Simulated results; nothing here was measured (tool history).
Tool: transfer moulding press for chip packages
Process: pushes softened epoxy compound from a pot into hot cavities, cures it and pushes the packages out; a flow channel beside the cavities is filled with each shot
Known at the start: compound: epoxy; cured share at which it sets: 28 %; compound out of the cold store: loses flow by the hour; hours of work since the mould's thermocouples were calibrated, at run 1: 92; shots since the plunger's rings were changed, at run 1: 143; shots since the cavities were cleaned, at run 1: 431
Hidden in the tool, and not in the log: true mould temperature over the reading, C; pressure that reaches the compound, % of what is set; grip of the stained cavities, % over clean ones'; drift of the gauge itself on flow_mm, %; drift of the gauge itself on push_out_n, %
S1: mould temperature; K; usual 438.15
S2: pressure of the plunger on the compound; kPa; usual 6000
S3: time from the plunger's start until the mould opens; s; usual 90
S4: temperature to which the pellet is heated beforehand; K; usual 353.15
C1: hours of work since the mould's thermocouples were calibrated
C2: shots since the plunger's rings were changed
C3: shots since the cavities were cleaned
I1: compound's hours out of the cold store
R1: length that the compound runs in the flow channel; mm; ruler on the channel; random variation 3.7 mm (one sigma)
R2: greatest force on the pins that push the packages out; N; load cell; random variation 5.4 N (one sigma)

{"run": 1, "day": 0.0, "S1": 438.15, "S2": 6000, "S3": 90, "S4": 353.15, "C1": 92, "C2": 143, "C3": 431, "I1": 30.8, "R1": 596, "R2": 258}
{"day": 0.612, "done": "cavities cleaned with cleaning compound and waxed"}
{"run": 2, "day": 0.612, "S1": 438.15, "S2": 5920, "S3": 90, "S4": 353.15, "C1": 101, "C2": 312, "C3": 0, "I1": 35.7, "R1": 576, "R2": 196}
{"run": 3, "day": 1.338, "S1": 438.15, "S2": 5920, "S3": 90, "S4": 353.15, "C1": 113, "C2": 535, "C3": 223, "I1": 22.3, "R1": 624, "R2": 243}
{"run": 4, "day": 1.862, "S1": 438.15, "S2": 5920, "S3": 90, "S4": 353.15, "C1": 122, "C2": 697, "C3": 385, "I1": 42.3, "R1": 540, "R2": 249}
{"day": 2.596, "done": "cavities cleaned with cleaning compound and waxed"}
{"run": 5, "day": 2.675, "S1": 438.15, "S2": 5920, "S3": 90, "S4": 353.15, "C1": 135, "C2": 928, "C3": 24, "I1": 46.9, "R1": 529, "R2": 190}
{"run": 6, "day": 3.812, "S1": 438.15, "S2": 5920, "S3": 130, "S4": 353.15, "C1": 154, "C2": 1277, "C3": 373, "I1": 47.6, "R1": 518, "R2": 213}
{"day": 4.558, "done": "cavities cleaned with cleaning compound and waxed"}
{"run": 7, "day": 4.575, "S1": 438.15, "S2": 6580, "S3": 90, "S4": 353.15, "C1": 166, "C2": 1493, "C3": 6, "I1": 16.5, "R1": 679, "R2": 199}
{"run": 8, "day": 5.683, "S1": 438.15, "S2": 6000, "S3": 90, "S4": 353.15, "C1": 185, "C2": 1834, "C3": 347, "I1": 31.2, "R1": 580, "R2": 240}
{"day": 6.525, "done": "cavities cleaned with cleaning compound and waxed"}
{"run": 9, "day": 6.646, "S1": 438.15, "S2": 6000, "S3": 74, "S4": 353.15, "C1": 200, "C2": 2110, "C3": 37, "I1": 42, "R1": 526, "R2": 270}
{"run": 10, "day": 7.608, "S1": 438.15, "S2": 6000, "S3": 74, "S4": 353.15, "C1": 216, "C2": 2406, "C3": 333, "I1": 38, "R1": 536, "R2": 332}
{"day": 8.554, "done": "cavities cleaned with cleaning compound and waxed"}
{"run": 11, "day": 8.654, "S1": 438.15, "S2": 6000, "S3": 74, "S4": 353.15, "C1": 233, "C2": 2708, "C3": 30, "I1": 33.9, "R1": 563, "R2": 274}
{"run": 12, "day": 9.342, "S1": 438.15, "S2": 6000, "S3": 74, "S4": 353.15, "C1": 244, "C2": 2920, "C3": 242, "I1": 27, "R1": 583, "R2": 322}
{"run": 13, "day": 10.421, "S1": 438.15, "S2": 6000, "S3": 74, "S4": 353.15, "C1": 262, "C2": 3251, "C3": 573, "I1": 30.1, "R1": 564, "R2": 367}
{"day": 10.571, "done": "cavities cleaned with cleaning compound and waxed"}
{"run": 14, "day": 11.092, "S1": 438.15, "S2": 6000, "S3": 74, "S4": 353.15, "C1": 273, "C2": 3438, "C3": 159, "I1": 36.4, "R1": 540, "R2": 304}
{"day": 12.154, "done": "plunger's sealing rings changed"}
{"run": 15, "day": 12.221, "S1": 436.15, "S2": 6000, "S3": 90, "S4": 358.15, "C1": 290, "C2": 21, "C3": 475, "I1": 31.3, "R1": 600, "R2": 285}
{"day": 12.638, "done": "cavities cleaned with cleaning compound and waxed"}
{"run": 16, "day": 13.162, "S1": 437.15, "S2": 6000, "S3": 130, "S4": 358.15, "C1": 305, "C2": 291, "C3": 162, "I1": 37.7, "R1": 569, "R2": 178}
{"run": 17, "day": 14.238, "S1": 438.15, "S2": 5840, "S3": 90, "S4": 345.15, "C1": 323, "C2": 622, "C3": 493, "I1": 19, "R1": 640, "R2": 257}
{"day": 14.592, "done": "cavities cleaned with cleaning compound and waxed"}
{"run": 18, "day": 15.192, "S1": 438.15, "S2": 5840, "S3": 90, "S4": 345.15, "C1": 338, "C2": 896, "C3": 184, "I1": 32.3, "R1": 574, "R2": 219}
{"run": 19, "day": 16.162, "S1": 438.15, "S2": 5910, "S3": 90, "S4": 356.15, "C1": 354, "C2": 1195, "C3": 483, "I1": 40.5, "R1": 536, "R2": 240}
{"day": 16.558, "done": "cavities cleaned with cleaning compound and waxed"}
{"run": 20, "day": 17.35, "S1": 436.15, "S2": 4560, "S3": 82, "S4": 351.15, "C1": 373, "C2": 1540, "C3": 243, "I1": 30.3, "R1": 509, "R2": 308}
{"run": 21, "day": 18.375, "S1": 436.15, "S2": 4560, "S3": 82, "S4": 351.15, "C1": 391, "C2": 1856, "C3": 559, "I1": 26.4, "R1": 526, "R2": 317}
{"day": 18.5, "done": "cavities cleaned with cleaning compound and waxed"}
{"run": 22, "day": 19.258, "S1": 436.15, "S2": 5530, "S3": 90, "S4": 353.15, "C1": 405, "C2": 2107, "C3": 232, "I1": 12.8, "R1": 625, "R2": 250}
{"run": 23, "day": 19.8, "S1": 438.15, "S2": 4710, "S3": 112, "S4": 353.15, "C1": 414, "C2": 2274, "C3": 399, "I1": 15.2, "R1": 563, "R2": 213}
{"day": 20.458, "done": "cavities cleaned with cleaning compound and waxed"}
{"run": 24, "day": 20.662, "S1": 438.15, "S2": 5610, "S3": 90, "S4": 355.15, "C1": 427, "C2": 2521, "C3": 64, "I1": 36.4, "R1": 528, "R2": 211}
{"run": 25, "day": 21.467, "S1": 445.15, "S2": 5610, "S3": 123, "S4": 357.15, "C1": 441, "C2": 2768, "C3": 311, "I1": 48, "R1": 478, "R2": 217}
{"run": 26, "day": 22.058, "S1": 443.15, "S2": 7460, "S3": 105, "S4": 346.15, "C1": 451, "C2": 2950, "C3": 493, "I1": 28.4, "R1": 622, "R2": 215}
{"day": 22.446, "done": "cavities cleaned with cleaning compound and waxed"}
{"run": 27, "day": 23.088, "S1": 443.15, "S2": 7460, "S3": 105, "S4": 346.15, "C1": 467, "C2": 3247, "C3": 197, "I1": 41.4, "R1": 571, "R2": 194}
{"run": 28, "day": 24.142, "S1": 438.15, "S2": 6000, "S3": 78, "S4": 349.15, "C1": 485, "C2": 3571, "C3": 521, "I1": 43.2, "R1": 510, "R2": 297}

Some steps in R1 between neighbouring runs. How much of each would the tool show without its hidden state too (settings, what came in, random variation), and how much is left for the hidden state, with any gauge scatter that isn't in both results?
Run 6 -> 7: S2 5920 -> 6580, S3 130 -> 90, cavities cleaned with cleaning compound and waxed. R1 +161 mm: hidden state -8, all else +169.
Run 14 -> 15: S1 438.15 -> 436.15, S3 74 -> 90, S4 353.15 -> 358.15, plunger's sealing rings changed. R1 +60 mm: hidden state +35, all else +25.
Run 25 -> 26: S1 445.15 -> 443.15, S2 5610 -> 7460, S3 123 -> 105, S4 357.15 -> 346.15. R1 +144 mm: hidden state -12, all else +156.
